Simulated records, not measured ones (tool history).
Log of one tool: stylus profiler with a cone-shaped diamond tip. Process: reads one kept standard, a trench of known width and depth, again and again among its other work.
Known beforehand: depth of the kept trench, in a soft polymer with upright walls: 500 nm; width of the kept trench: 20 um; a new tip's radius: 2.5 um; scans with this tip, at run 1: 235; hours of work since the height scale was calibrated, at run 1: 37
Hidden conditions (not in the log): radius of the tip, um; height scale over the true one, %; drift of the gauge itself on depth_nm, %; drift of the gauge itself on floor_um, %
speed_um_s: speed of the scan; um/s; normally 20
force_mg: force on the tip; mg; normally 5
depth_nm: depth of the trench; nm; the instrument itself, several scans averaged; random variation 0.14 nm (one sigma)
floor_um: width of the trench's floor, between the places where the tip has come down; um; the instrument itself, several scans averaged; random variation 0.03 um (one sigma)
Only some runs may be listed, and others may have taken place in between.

run,hour,speed_um_s,force_mg,scans with this tip,hours of work since the height scale was calibrated,depth_nm,floor_um
1,0,20,5,235,37,507.01,16.95
2,39.6,20,5,371,58,507.2,16.95
3,65.7,20,5,460,72,507.49,16.95
4,107.5,20,5,603,95,507.31,16.9
5,127,20,5,670,105,507.44,16.85
6,167.6,20,5,809,127,507.35,16.9
7,191.2,20,3.48,890,140,505.88,16.88
8,215.6,20,3.48,974,153,506.13,16.87
9,245.9,20,3.48,1078,170,505.82,16.9
10,281.7,20,3.48,1200,189,506.04,16.81
11,303.5,20,3.48,1275,201,506.01,16.88
12,323.3,5,3.48,1343,211,505.92,16.91
13,341.9,72,5,1407,221,507.52,16.68
14,384.5,72,5,1553,244,507.29,16.62
15,403.4,72,5,1617,255,507.81,16.65
16,424.1,72,5,1689,266,507.71,16.68
17,444.9,20,7.69,1760,277,509.86,16.88
18,481.6,20,7.69,1886,297,510,16.83
19,517.2,20,7.69,2008,316,510.15,16.8
20,562.7,20,5,2163,340,507.71,16.82
21,608.9,44,5,2322,365,507.94,16.71
22,636.8,34,5,2417,380,508.05,16.76
23,659.8,20,7.5,2496,393,510.22,16.77
24,698.2,18,1.87,2628,414,504.79,16.73
25,718.2,13,3.84,2696,424,506.67,16.78
26,756.1,79,6.77,2827,445,509.57,16.61
27,793.5,34,5.58,2954,465,508.42,16.69
28,823.5,69,3.57,3057,481,506.53,16.53
29,860.8,42,5,3185,501,507.89,16.71
30,893.7,43,5,3298,519,508,16.66
31,933.8,43,5,3435,541,507.96,16.68
32,955.8,43,5,3511,552,508.28,16.66
33,996.1,43,5,3649,574,508.01,16.63
34,1021.6,43,5,3737,588,508.36,16.65
35,1045.4,43,5,3818,601,508.19,16.59
36,1069.4,10,6.26,3900,614,509.28,16.7
37,1096.7,8,3.04,3994,628,506.34,16.73
38,1123.6,8,3.04,4086,643,506.67,16.78
39,1169.5,41,5.58,4243,668,509.02,16.64
40,1207.8,30,12.17,4375,688,514.16,16.67
41,1227,58,2.72,4441,699,505.87,16.45
42,1269.9,29,2.72,4588,722,506.07,16.55
43,1313.2,20,5,4736,745,508.44,16.62
44,1355.6,57,4.98,4881,768,508.5,16.54
45,1381.7,40,4.17,4971,782,507.92,16.59
46,1401.1,40,4.17,5037,793,507.85,16.55

Here are 5 independent what-if runs from the current tool condition. What would each one return?
A,1425.9,20,1.96,5122,806,?,?
B,1425.9,17,14.5,5122,806,?,?
C,1425.9,15,3.23,5122,806,?,?
D,1425.9,59,7.24,5122,806,?,?
E,1425.9,20,2.64,5122,806,?,?

run,depth_nm,floor_um
A,505.24,16.54
B,515.64,16.64
C,506.79,16.63
D,510.51,16.5
E,506.23,16.59
What these runs would have given with no unlogged condition in the tool:
run,depth_nm,floor_um
A,503.46,16.86
B,513.83,16.96
C,505.01,16.95
D,508.72,16.82
E,504.45,16.91

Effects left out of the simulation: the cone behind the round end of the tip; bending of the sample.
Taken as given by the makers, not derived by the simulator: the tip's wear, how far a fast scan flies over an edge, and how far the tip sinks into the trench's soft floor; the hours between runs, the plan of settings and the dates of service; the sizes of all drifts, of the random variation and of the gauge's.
